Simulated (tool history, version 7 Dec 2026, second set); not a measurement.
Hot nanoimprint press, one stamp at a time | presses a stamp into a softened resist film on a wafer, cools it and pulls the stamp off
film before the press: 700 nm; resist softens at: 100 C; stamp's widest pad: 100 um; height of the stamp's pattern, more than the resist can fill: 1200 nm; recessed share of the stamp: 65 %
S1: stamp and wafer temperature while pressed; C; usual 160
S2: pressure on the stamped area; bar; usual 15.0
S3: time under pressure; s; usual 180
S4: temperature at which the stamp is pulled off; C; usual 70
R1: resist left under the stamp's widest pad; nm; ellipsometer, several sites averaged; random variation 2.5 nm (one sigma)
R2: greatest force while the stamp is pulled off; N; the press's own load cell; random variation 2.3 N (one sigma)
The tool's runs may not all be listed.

run 1 hour=0.0 | S1=160 S2=15.0 S3=180 S4=70 | R1=403.9 R2=207
run 2 hour=9.4 | S1=160 S2=15.0 S3=236 S4=70 | R1=373.2 R2=199
-- hour=17.5 stamp cleaned and given a new release coat
run 3 hour=24.9 | S1=160 S2=15.0 S3=236 S4=70 | R1=370.3 R2=106
run 4 hour=32.8 | S1=160 S2=15.0 S3=236 S4=70 | R1=372.3 R2=104
run 5 hour=41.2 | S1=160 S2=15.0 S3=180 S4=57 | R1=405.4 R2=123
run 6 hour=50.1 | S1=160 S2=15.0 S3=180 S4=57 | R1=408.5 R2=126
run 7 hour=55.4 | S1=160 S2=15.0 S3=180 S4=57 | R1=409.0 R2=129
run 8 hour=64.0 | S1=160 S2=15.0 S3=180 S4=57 | R1=408.8 R2=129
run 9 hour=73.7 | S1=160 S2=15.0 S3=249 S4=70 | R1=367.4 R2=114
run 10 hour=82.5 | S1=160 S2=15.0 S3=249 S4=70 | R1=365.2 R2=117
run 11 hour=91.2 | S1=160 S2=13.1 S3=249 S4=70 | R1=384.9 R2=114
run 12 hour=97.3 | S1=160 S2=13.1 S3=249 S4=70 | R1=384.6 R2=117
run 13 hour=106.8 | S1=160 S2=15.0 S3=180 S4=70 | R1=410.4 R2=120
run 14 hour=113.5 | S1=160 S2=15.0 S3=180 S4=70 | R1=410.9 R2=126
run 15 hour=123.2 | S1=160 S2=15.0 S3=180 S4=70 | R1=409.3 R2=125
run 16 hour=130.4 | S1=160 S2=15.0 S3=180 S4=70 | R1=412.2 R2=121
run 17 hour=138.5 | S1=160 S2=15.0 S3=180 S4=64 | R1=408.5 R2=133
run 18 hour=149.4 | S1=160 S2=9.3 S3=137 S4=70 | R1=511.1 R2=134
run 19 hour=157.8 | S1=160 S2=9.3 S3=137 S4=70 | R1=508.8 R2=127
run 20 hour=168.8 | S1=154 S2=12.5 S3=248 S4=78 | R1=519.1 R2=114
run 21 hour=179.4 | S1=160 S2=11.3 S3=206 S4=70 | R1=441.1 R2=134
run 22 hour=184.0 | S1=162 S2=23.4 S3=180 S4=70 | R1=312.7 R2=136
run 23 hour=193.7 | S1=160 S2=11.2 S3=180 S4=73 | R1=449.5 R2=134
run 24 hour=199.2 | S1=160 S2=15.0 S3=140 S4=62 | R1=445.9 R2=151
run 25 hour=208.8 | S1=157 S2=15.0 S3=140 S4=70 | R1=509.3 R2=136
run 26 hour=216.4 | S1=155 S2=14.0 S3=95 S4=70 | R1=589.8 R2=140
run 27 hour=223.9 | S1=155 S2=14.0 S3=95 S4=71 | R1=585.3 R2=139
run 28 hour=231.9 | S1=160 S2=19.3 S3=129 S4=70 | R1=415.3 R2=143
run 29 hour=237.4 | S1=160 S2=10.2 S3=176 S4=70 | R1=471.8 R2=147
run 30 hour=245.0 | S1=160 S2=10.6 S3=180 S4=61 | R1=460.1 R2=167
run 31 hour=254.7 | S1=152 S2=23.7 S3=180 S4=70 | R1=515.0 R2=151

3 ways to go on from here, each from the tool as it stands after run 31. What would each give?
run A hour=265.0 | S1=152 S2=14.5 S3=225 S4=70 | R1=? R2=?
run B hour=265.0 | S1=154 S2=20.3 S3=308 S4=70 | R1=? R2=?
run C hour=265.0 | S1=160 S2=15.0 S3=180 S4=62 | R1=? R2=?

run=A R1=550.7 R2=156
run=B R1=428.4 R2=156
run=C R1=413.8 R2=171
Without the tool's hidden state the same runs would have given:
run=A R1=543.6 R2=102
run=B R1=419.3 R2=102
run=C R1=406.0 R2=111
